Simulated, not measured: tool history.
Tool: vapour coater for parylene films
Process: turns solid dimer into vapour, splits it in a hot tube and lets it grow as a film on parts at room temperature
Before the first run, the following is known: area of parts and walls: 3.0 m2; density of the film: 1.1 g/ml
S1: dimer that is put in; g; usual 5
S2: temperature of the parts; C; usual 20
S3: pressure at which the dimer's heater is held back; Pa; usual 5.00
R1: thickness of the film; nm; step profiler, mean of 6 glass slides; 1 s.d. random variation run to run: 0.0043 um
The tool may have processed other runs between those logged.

| run | day | S1 | S2 | S3 | R1 |
|---|---|---|---|---|---|
| 1 | 0.000 | 5 | 20 | 5.00 | 780 |
| 2 | 0.367 | 3 | 20 | 5.00 | 469 |
| 3 | 0.758 | 6 | 20 | 5.00 | 940 |
| 4 | 1.533 | 6 | 20 | 5.00 | 932 |
| 5 | 2.171 | 5 | 20 | 5.00 | 775 |
| 6 | 2.842 | 5 | 20 | 5.00 | 778 |
| 7 | 3.525 | 5 | 20 | 5.00 | 774 |
| 8 | 4.067 | 5 | 20 | 5.00 | 775 |
| 9 | 4.496 | 5 | 27 | 5.00 | 623 |
| 10 | 5.171 | 5 | 27 | 5.00 | 622 |
| 11 | 5.779 | 5 | 27 | 5.00 | 626 |
| 12 | 6.300 | 3 | 24 | 2.84 | 446 |
|  | 6.992 | trap's valve overhauled |
| 13 | 7.042 | 8 | 20 | 5.00 | 1336 |
| 14 | 7.796 | 4 | 26 | 4.39 | 562 |
| 15 | 8.408 | 4 | 26 | 4.39 | 569 |
| 16 | 8.875 | 4 | 26 | 4.39 | 562 |
| 17 | 9.279 | 2 | 13 | 11.59 | 350 |
| 18 | 9.988 | 6 | 19 | 3.70 | 1073 |
| 19 | 10.788 | 4 | 14 | 7.20 | 745 |
| 20 | 11.396 | 4 | 14 | 7.20 | 743 |
| 21 | 11.842 | 4 | 14 | 7.20 | 743 |
| 22 | 12.392 | 4 | 27 | 7.20 | 497 |

Below are 3 alternative next runs, each starting from the tool's condition after run 22. Predict each:
| A | 12.921 | 4 | 31 | 3.76 | ? |
| B | 12.921 | 7 | 24 | 7.20 | ? |
| C | 12.921 | 5 | 20 | 3.87 | ? |

| run | R1 |
|---|---|
| A | 489 |
| B | 953 |
| C | 852 |
With no hidden state in the tool, these same runs would have given:
| run | R1 |
|---|---|
| A | 495 |
| B | 966 |
| C | 863 |

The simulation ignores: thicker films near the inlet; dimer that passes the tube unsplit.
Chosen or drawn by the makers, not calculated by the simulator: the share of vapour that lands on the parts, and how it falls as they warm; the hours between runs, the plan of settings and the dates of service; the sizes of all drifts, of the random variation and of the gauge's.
